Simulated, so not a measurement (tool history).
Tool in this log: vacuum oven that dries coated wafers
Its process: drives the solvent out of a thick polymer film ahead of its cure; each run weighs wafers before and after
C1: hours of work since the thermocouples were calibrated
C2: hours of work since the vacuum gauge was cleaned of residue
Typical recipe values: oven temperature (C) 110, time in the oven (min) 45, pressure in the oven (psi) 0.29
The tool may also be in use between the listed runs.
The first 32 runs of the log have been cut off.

{"run": 33, "day": 18.712, "oven temperature (C)": 111, "time in the oven (min)": 58, "pressure in the oven (psi)": 0.69, "C1": 787, "C2": 709, "solvent left in the film (%)": 4.14}
{"run": 34, "day": 19.417, "oven temperature (C)": 111, "time in the oven (min)": 31, "pressure in the oven (psi)": 0.69, "C1": 796, "C2": 718, "solvent left in the film (%)": 6.69}
{"run": 35, "day": 20.192, "oven temperature (C)": 111, "time in the oven (min)": 31, "pressure in the oven (psi)": 0.69, "C1": 807, "C2": 729, "solvent left in the film (%)": 6.65}
{"run": 36, "day": 20.892, "oven temperature (C)": 111, "time in the oven (min)": 31, "pressure in the oven (psi)": 0.69, "C1": 817, "C2": 739, "solvent left in the film (%)": 6.77}
{"run": 37, "day": 21.546, "oven temperature (C)": 117, "time in the oven (min)": 55, "pressure in the oven (psi)": 0.267, "C1": 826, "C2": 748, "solvent left in the film (%)": 1.97}
{"run": 38, "day": 21.896, "oven temperature (C)": 110, "time in the oven (min)": 45, "pressure in the oven (psi)": 0.721, "C1": 831, "C2": 753, "solvent left in the film (%)": 5.42}
{"run": 39, "day": 22.704, "oven temperature (C)": 110, "time in the oven (min)": 68, "pressure in the oven (psi)": 0.721, "C1": 842, "C2": 764, "solvent left in the film (%)": 3.71}
{"run": 40, "day": 23.046, "oven temperature (C)": 96, "time in the oven (min)": 28, "pressure in the oven (psi)": 0.212, "C1": 847, "C2": 769, "solvent left in the film (%)": 10.46}
{"run": 41, "day": 23.504, "oven temperature (C)": 96, "time in the oven (min)": 28, "pressure in the oven (psi)": 0.212, "C1": 853, "C2": 775, "solvent left in the film (%)": 10.31}
{"run": 42, "day": 24.038, "oven temperature (C)": 124, "time in the oven (min)": 66, "pressure in the oven (psi)": 0.29, "C1": 860, "C2": 782, "solvent left in the film (%)": 0.73}
{"run": 43, "day": 24.875, "oven temperature (C)": 124, "time in the oven (min)": 66, "pressure in the oven (psi)": 0.29, "C1": 872, "C2": 794, "solvent left in the film (%)": 0.75}

Alternative continuations, all from the tool just after run 43; predict every row:
{"run": "A", "day": 25.408, "oven temperature (C)": 104, "time in the oven (min)": 66, "pressure in the oven (psi)": 0.29, "C1": 879, "C2": 801, "solvent left in the film (%)": "?"}
{"run": "B", "day": 25.408, "oven temperature (C)": 100, "time in the oven (min)": 45, "pressure in the oven (psi)": 0.396, "C1": 879, "C2": 801, "solvent left in the film (%)": "?"}
{"run": "C", "day": 25.408, "oven temperature (C)": 124, "time in the oven (min)": 66, "pressure in the oven (psi)": 0.184, "C1": 879, "C2": 801, "solvent left in the film (%)": "?"}

run=A solvent_left_in_the_film_(%)=4.53
run=B solvent_left_in_the_film_(%)=7.82
run=C solvent_left_in_the_film_(%)=0.58
Take away the tool's hidden state, keep each run's random variation, and the runs would have read:
run=A solvent_left_in_the_film_(%)=4.57
run=B solvent_left_in_the_film_(%)=7.87
run=C solvent_left_in_the_film_(%)=0.59

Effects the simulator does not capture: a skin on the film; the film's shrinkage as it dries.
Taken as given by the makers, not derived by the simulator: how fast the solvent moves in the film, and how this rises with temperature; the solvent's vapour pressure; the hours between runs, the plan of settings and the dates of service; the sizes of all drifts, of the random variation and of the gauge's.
